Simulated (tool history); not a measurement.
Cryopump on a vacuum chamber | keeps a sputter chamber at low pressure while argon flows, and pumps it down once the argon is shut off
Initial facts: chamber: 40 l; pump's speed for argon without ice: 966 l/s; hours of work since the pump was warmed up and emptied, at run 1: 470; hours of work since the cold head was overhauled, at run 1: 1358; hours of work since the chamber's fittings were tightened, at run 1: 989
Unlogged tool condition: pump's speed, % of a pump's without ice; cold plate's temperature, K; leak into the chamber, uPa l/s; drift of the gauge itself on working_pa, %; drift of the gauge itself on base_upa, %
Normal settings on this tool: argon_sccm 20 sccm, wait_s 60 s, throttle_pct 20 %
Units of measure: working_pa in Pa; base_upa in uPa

run    hour  argon_sccm  wait_s  throttle_pct  hours of work since the pump was warmed up and emptied  hours of work since the cold head was overhauled  hours of work since the chamber's fittings were tightened  working_pa  base_upa
  1       0          20      60            20                                                     470                                              1358                                                        989      0.1814      1.75
  2   104.9          20     257            20                                                     521                                              1408                                                       1039      0.1824      1.37
  3   166.7          20      60            22                                                     550                                              1438                                                       1069      0.1665      1.82
      226.5  -- leaking fittings of the chamber tightened, without venting
  4     290          20      60            22                                                     608                                              1496                                                         30      0.1695      0.98
  5     421          13      60            20                                                     671                                              1558                                                         93      0.1201      1.06
  6   516.7          20      60            20                                                     717                                              1604                                                        139      0.1851      1.12
  7   609.8          20      60            20                                                     762                                              1649                                                        184      0.1871      1.15
  8   669.4          20      60            20                                                     790                                              1677                                                        212      0.1893      1.14
  9   781.5          11      60            20                                                     844                                              1731                                                        266      0.1025       1.3
      847.6  -- pump warmed up, emptied and cooled again
 10   882.6          11      60            20                                                      17                                              1777                                                        312       0.097       1.1
 11   996.8          11      60            20                                                      71                                              1832                                                        367      0.0979      1.16
 12  1118.7          11      60            20                                                     130                                              1890                                                        425      0.0981      1.26
 13  1207.9          20      60            35                                                     173                                              1933                                                        468      0.1026      1.24
 14  1269.7          20     215            20                                                     202                                              1963                                                        497      0.1769      0.91
 15  1342.2          26      60            20                                                     237                                              1997                                                        532      0.2335      1.34
 16  1423.4          24      60            20                                                     276                                              2036                                                        571      0.2154      1.31
 17  1481.9          24      60            20                                                     304                                              2064                                                        599      0.2148      1.38
 18  1568.5          24      60            20                                                     345                                              2106                                                        641      0.2155      1.42
 19    1701          32     109            20                                                     409                                              2169                                                        704      0.2912      1.23
 20  1757.5          10     109            20                                                     436                                              2196                                                        731      0.0904      1.29
 21  1833.2          11      31            21                                                     472                                              2233                                                        768      0.0946      2.18
 22  1888.4           9      31            20                                                     499                                              2259                                                        794      0.0822      2.14
 23    1962           9      31            20                                                     534                                              2294                                                        829      0.0823      2.14
 24  2088.5          14      82            45                                                     595                                              2355                                                        890      0.0612       1.6
 25  2177.5          14      31            18                                                     637                                              2398                                                        933      0.1428      2.33
 26  2245.7          20     108            33                                                     670                                              2430                                                        965      0.1162      1.59
 27  2349.2          20     108            33                                                     720                                              2480                                                       1015      0.1171      1.61
 28  2441.5          17      30            47                                                     764                                              2524                                                       1059      0.0744      2.49
     2529.7  -- leaking fittings of the chamber tightened, without venting
 29  2567.3          20      60            31                                                     823                                              2584                                                         18      0.1264      1.03
     2679.2  -- pump warmed up, emptied and cooled again
 30  2690.2          14      60            59                                                       5                                              2640                                                         74      0.0428      0.94
 31  2789.6          25      60            20                                                      53                                              2688                                                        122      0.2214      0.97
 32  2856.9          25      60            20                                                      85                                              2720                                                        154      0.2195      1.04

Take each entry between the runs: how does the hidden state at the last listed run before it differ from the hidden state at the first listed run after it?
Between runs 3 and 4: leaking fittings of the chamber tightened, without venting (hour 226.5)
  pump's speed, % of a pump's without ice: 82.5 -> 80.8; cold plate's temperature, K: 12.86 -> 12.87; leak into the chamber, uPa l/s: 1007 -> 331
  measured value less the no-hidden-state value, working_pa: +0.0082 -> +0.0091 Pa; base_upa: +0.95 -> +0.12 uPa
Between runs 9 and 10: pump warmed up, emptied and cooled again (hour 847.6)
  pump's speed, % of a pump's without ice: 73.5 -> 99.1; cold plate's temperature, K: 12.95 -> 12.97; leak into the chamber, uPa l/s: 480 -> 512
  measured value less the no-hidden-state value, working_pa: +0.0074 -> +0.0006 Pa; base_upa: +0.38 -> +0.23 uPa
Between runs 28 and 29: leaking fittings of the chamber tightened, without venting (hour 2529.7)
  pump's speed, % of a pump's without ice: 76.6 -> 74.8; cold plate's temperature, K: 13.21 -> 13.23; leak into the chamber, uPa l/s: 1002 -> 324
  measured value less the no-hidden-state value, working_pa: +0.0101 -> +0.013 Pa; base_upa: +1.07 -> +0.15 uPa
Between runs 29 and 30: pump warmed up, emptied and cooled again (hour 2679.2)
  pump's speed, % of a pump's without ice: 74.8 -> 99.7; cold plate's temperature, K: 13.23 -> 13.25; leak into the chamber, uPa l/s: 324 -> 359
  measured value less the no-hidden-state value, working_pa: +0.013 -> +0.0008 Pa; base_upa: +0.15 -> +0.07 uPa

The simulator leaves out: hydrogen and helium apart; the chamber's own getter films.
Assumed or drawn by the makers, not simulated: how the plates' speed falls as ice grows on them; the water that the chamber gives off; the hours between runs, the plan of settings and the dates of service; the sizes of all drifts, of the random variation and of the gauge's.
